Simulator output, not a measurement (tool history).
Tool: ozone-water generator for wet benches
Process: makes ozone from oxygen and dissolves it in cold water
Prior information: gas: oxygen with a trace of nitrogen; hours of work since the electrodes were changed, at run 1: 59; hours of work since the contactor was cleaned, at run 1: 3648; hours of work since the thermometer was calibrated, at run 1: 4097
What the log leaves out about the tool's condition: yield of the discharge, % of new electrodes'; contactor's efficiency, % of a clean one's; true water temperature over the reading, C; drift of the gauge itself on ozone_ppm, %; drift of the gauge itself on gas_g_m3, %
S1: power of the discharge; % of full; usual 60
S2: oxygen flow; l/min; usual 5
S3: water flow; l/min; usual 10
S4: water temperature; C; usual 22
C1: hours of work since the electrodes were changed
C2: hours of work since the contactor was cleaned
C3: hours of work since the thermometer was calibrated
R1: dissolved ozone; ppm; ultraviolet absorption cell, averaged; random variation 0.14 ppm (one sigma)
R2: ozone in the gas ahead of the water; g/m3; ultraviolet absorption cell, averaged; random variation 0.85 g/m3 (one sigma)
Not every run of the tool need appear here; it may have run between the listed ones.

run    hour  S1    S2  S3  S4    C1    C2    C3    R1     R2
  1       0  60     5  10  22    59  3648  4097  15.7    136
  2    74.6  60     5  10  22   129  3718  4167  15.6  137.2
  3   159.4  60     5  10  22   208  3798  4246  15.5  138.3
  4     205  60     5  10  22   251  3841  4289  15.6  136.3
  5   270.2  60     5  10  22   312  3902  4350  15.3  136.8
  6   329.1  60     5  10  22   367  3957  4406  15.1  135.4
  7   379.3  60     5  10  22   414  4004  4453  15.3  135.1
  8   440.8  60     5  10  22   472  4062  4510  15.5  137.2
  9   495.2  60     5  10  22   523  4113  4561  15.4  135.4
 10   531.2  60     5  10  22   557  4146  4595  15.3  135.6
 11   574.8  60     5  10  22   598  4187  4636  15.3  136.2
 12   623.2  60     5  10  21   643  4233  4681  15.7  135.4
 13   695.8  60     5  10  21   711  4301  4749  15.8  135.4
 14   771.4  60     5  10  22   782  4372  4820  15.3  134.8
      783.8  -- water thermometer calibrated
 15   807.9  60     5   7  22   816  4405    23    20  134.9
 16   891.4  60     5   7  22   894  4484   101  19.8  135.9
 17   962.2  60  7.47  10  22   960  4550   167  14.9  115.5
 18  1029.1  44  4.83   9  29  1023  4613   230    11  105.2
 19  1085.5  44  4.83   9  29  1076  4666   283    11  104.5
 20  1158.9  44  5.85   9  21  1145  4735   352  12.9   96.9
 21  1215.1  44  5.85   9  21  1198  4787   404  13.1   97.2
 22  1282.8  74   3.6  10  16  1261  4851   468  19.9    183

What will run 23 give?
 23  1322  49  2.82   9  27  1298  4887  505   ?   ?

Run 23 gave R1 12.8 ppm, R2 141.6 g/m3.
Without the tool's hidden state the same run would have given R1 13.3 ppm, R2 143.6 g/m3.

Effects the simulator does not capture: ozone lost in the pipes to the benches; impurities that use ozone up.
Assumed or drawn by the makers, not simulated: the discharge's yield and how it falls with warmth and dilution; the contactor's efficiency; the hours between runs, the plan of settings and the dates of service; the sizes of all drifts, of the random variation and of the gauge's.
